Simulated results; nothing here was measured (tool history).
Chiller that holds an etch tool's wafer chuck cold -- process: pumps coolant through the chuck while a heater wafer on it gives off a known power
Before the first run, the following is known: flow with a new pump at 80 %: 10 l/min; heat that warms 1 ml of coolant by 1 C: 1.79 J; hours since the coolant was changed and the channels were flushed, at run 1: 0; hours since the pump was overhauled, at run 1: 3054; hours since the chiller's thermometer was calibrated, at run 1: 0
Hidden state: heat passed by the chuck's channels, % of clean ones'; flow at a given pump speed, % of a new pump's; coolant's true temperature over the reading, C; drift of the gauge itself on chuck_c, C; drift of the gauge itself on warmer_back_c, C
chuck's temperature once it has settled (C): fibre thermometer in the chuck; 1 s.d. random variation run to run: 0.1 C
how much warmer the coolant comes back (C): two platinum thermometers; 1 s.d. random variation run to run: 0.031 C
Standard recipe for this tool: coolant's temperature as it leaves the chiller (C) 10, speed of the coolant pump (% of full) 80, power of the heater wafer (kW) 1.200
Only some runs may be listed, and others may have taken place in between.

run	hour	coolant's temperature as it leaves the chiller (C)	speed of the coolant pump (% of full)	power of the heater wafer (kW)	hours since the coolant was changed and the channels were flushed	hours since the pump was overhauled	hours since the chiller's thermometer was calibrated	chuck's temperature once it has settled (C)	how much warmer the coolant comes back (C)
1	0.0	10	80	1.200	0	3054	0	21.1	4.04
2	38.8	10	80	1.200	39	3093	39	21.0	4.03
3	81.1	10	80	1.200	81	3135	81	21.1	4.03
4	165.1	10	80	1.424	165	3219	165	23.2	4.77
5	205.6	10	80	1.424	206	3260	206	23.1	4.81
6	279.9	10	80	1.424	280	3334	280	23.4	4.72
7	362.9	10	80	1.154	363	3417	363	20.8	3.86
8	412.8	10	80	1.200	413	3467	413	21.0	4.10
9	466.9	20	80	1.200	467	3521	467	31.1	4.06
10	532.3	20	80	1.200	532	3586	532	31.0	4.06
11	590.6	15	80	1.200	591	3645	591	26.0	4.03
12	661.4	11	80	1.200	661	3716	661	22.2	4.03
13	726.2	10	80	1.049	726	3780	726	19.6	3.53
14	778.9	10	80	1.049	779	3833	779	19.7	3.50
15	850.0	10	80	1.200	850	3904	850	21.0	4.08
16	887.0	10	80	1.200	887	3941	887	21.2	3.99
17	958.0	10	72	0.621	958	4012	958	16.3	2.30
18	1007.9	10	72	0.621	1008	4062	1008	16.2	2.34
19	1091.6	10	69	1.200	1092	4146	1092	22.4	4.62
20	1145.7	19	74	0.923	1146	4200	1146	27.8	3.27
21	1191.1	19	74	0.923	1191	4245	1191	28.0	3.34
22	1229.7	19	74	0.923	1230	4284	1230	28.1	3.32
23	1274.5	19	74	0.923	1274	4329	1274	28.0	3.29
24	1344.8	3	63	0.876	1345	4399	1345	12.6	3.70
25	1404.0	3	63	0.876	1404	4458	1404	12.6	3.70
26	1473.9	20	63	1.002	1474	4528	1474	31.1	4.25
27	1537.9	20	63	1.002	1538	4592	1538	31.1	4.18
28	1593.5	10	84	1.619	1593	4648	1593	24.6	5.18
29	1673.1	18	86	0.738	1673	4727	1673	24.4	2.29
30	1707.0	18	86	0.738	1707	4761	1707	24.5	2.30
31	1749.3	18	86	0.738	1749	4803	1749	24.4	2.31

What if the next run were any one of these 5? Each begins from the tool's condition after run 31:
A	1801.0	10	80	1.768	1801	4855	1801	?	?
B	1801.0	18	80	0.738	1801	4855	1801	?	?
C	1801.0	8	89	1.050	1801	4855	1801	?	?
D	1801.0	10	80	0.948	1801	4855	1801	?	?
E	1801.0	8	98	1.613	1801	4855	1801	?	?

run	chuck's temperature once it has settled (C)	how much warmer the coolant comes back (C)
A	26.5	5.94
B	24.9	2.50
C	17.0	3.16
D	18.9	3.19
E	20.9	4.48
Without the tool's unlogged condition, the same runs would have read:
run	chuck's temperature once it has settled (C)	how much warmer the coolant comes back (C)
A	26.5	5.93
B	24.9	2.50
C	17.0	3.15
D	18.9	3.18
E	20.9	4.48
